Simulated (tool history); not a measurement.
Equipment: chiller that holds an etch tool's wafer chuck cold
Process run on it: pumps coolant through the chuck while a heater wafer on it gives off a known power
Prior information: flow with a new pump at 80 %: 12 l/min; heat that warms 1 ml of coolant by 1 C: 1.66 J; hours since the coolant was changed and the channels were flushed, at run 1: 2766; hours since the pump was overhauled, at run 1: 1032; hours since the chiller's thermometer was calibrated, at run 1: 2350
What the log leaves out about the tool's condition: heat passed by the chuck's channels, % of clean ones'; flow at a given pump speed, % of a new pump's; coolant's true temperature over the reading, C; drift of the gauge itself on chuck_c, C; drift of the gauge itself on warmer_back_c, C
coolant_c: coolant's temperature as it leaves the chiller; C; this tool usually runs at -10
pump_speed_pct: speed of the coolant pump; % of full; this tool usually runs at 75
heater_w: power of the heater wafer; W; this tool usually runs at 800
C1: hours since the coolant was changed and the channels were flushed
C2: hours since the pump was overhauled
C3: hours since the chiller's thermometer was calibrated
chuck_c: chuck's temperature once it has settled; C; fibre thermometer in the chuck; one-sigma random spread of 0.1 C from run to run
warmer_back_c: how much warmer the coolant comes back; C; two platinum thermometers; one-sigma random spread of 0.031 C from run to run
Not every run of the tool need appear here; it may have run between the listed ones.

run 1 day=0 | coolant_c=-10 pump_speed_pct=75 heater_w=800 | C1=2766 C2=1032 C3=2350 | chuck_c=-4.6 warmer_back_c=2.6
run 2 day=2.054 | coolant_c=-10 pump_speed_pct=75 heater_w=1192 | C1=2815 C2=1082 C3=2399 | chuck_c=-1.9 warmer_back_c=3.87
run 3 day=3.262 | coolant_c=-10 pump_speed_pct=79 heater_w=1192 | C1=2844 C2=1111 C3=2428 | chuck_c=-2.2 warmer_back_c=3.61
run 4 day=5.317 | coolant_c=-10 pump_speed_pct=75 heater_w=1064 | C1=2893 C2=1160 C3=2477 | chuck_c=-2.8 warmer_back_c=3.4
run 5 day=6.571 | coolant_c=-10 pump_speed_pct=75 heater_w=800 | C1=2923 C2=1190 C3=2507 | chuck_c=-4.7 warmer_back_c=2.55
run 6 day=7.679 | coolant_c=-10 pump_speed_pct=75 heater_w=800 | C1=2950 C2=1217 C3=2534 | chuck_c=-4.5 warmer_back_c=2.61
run 7 day=8.862 | coolant_c=-10 pump_speed_pct=75 heater_w=800 | C1=2978 C2=1245 C3=2562 | chuck_c=-4.6 warmer_back_c=2.57
run 8 day=10.662 | coolant_c=-10 pump_speed_pct=75 heater_w=800 | C1=3022 C2=1288 C3=2606 | chuck_c=-4.5 warmer_back_c=2.53
run 9 day=12.804 | coolant_c=-10 pump_speed_pct=75 heater_w=800 | C1=3073 C2=1340 C3=2657 | chuck_c=-4.8 warmer_back_c=2.5
run 10 day=14.017 | coolant_c=-10 pump_speed_pct=75 heater_w=800 | C1=3102 C2=1369 C3=2686 | chuck_c=-4.7 warmer_back_c=2.56
run 11 day=15.425 | coolant_c=-10 pump_speed_pct=75 heater_w=800 | C1=3136 C2=1403 C3=2720 | chuck_c=-4.5 warmer_back_c=2.51
run 12 day=17.538 | coolant_c=-10 pump_speed_pct=75 heater_w=800 | C1=3187 C2=1453 C3=2771 | chuck_c=-4.6 warmer_back_c=2.45
run 13 day=19.262 | coolant_c=-10 pump_speed_pct=75 heater_w=800 | C1=3228 C2=1495 C3=2812 | chuck_c=-4.7 warmer_back_c=2.46
run 14 day=20.354 | coolant_c=-10 pump_speed_pct=75 heater_w=800 | C1=3254 C2=1521 C3=2838 | chuck_c=-4.7 warmer_back_c=2.47
run 15 day=22.229 | coolant_c=-10 pump_speed_pct=75 heater_w=800 | C1=3299 C2=1566 C3=2883 | chuck_c=-4.5 warmer_back_c=2.45
run 16 day=23.562 | coolant_c=-10 pump_speed_pct=75 heater_w=800 | C1=3331 C2=1598 C3=2915 | chuck_c=-4.5 warmer_back_c=2.44

Run 17 comes next. What will it give?
run 17 day=24.512 | coolant_c=-10 pump_speed_pct=96 heater_w=1100 | C1=3354 C2=1621 C3=2938 | chuck_c=? warmer_back_c=?

{"run 17": {"chuck_c": -3.8, "warmer_back_c": 2.56}}
Had the tool carried no hidden state, the very same run would have given chuck_c -3.8 C, warmer_back_c 2.7 C.
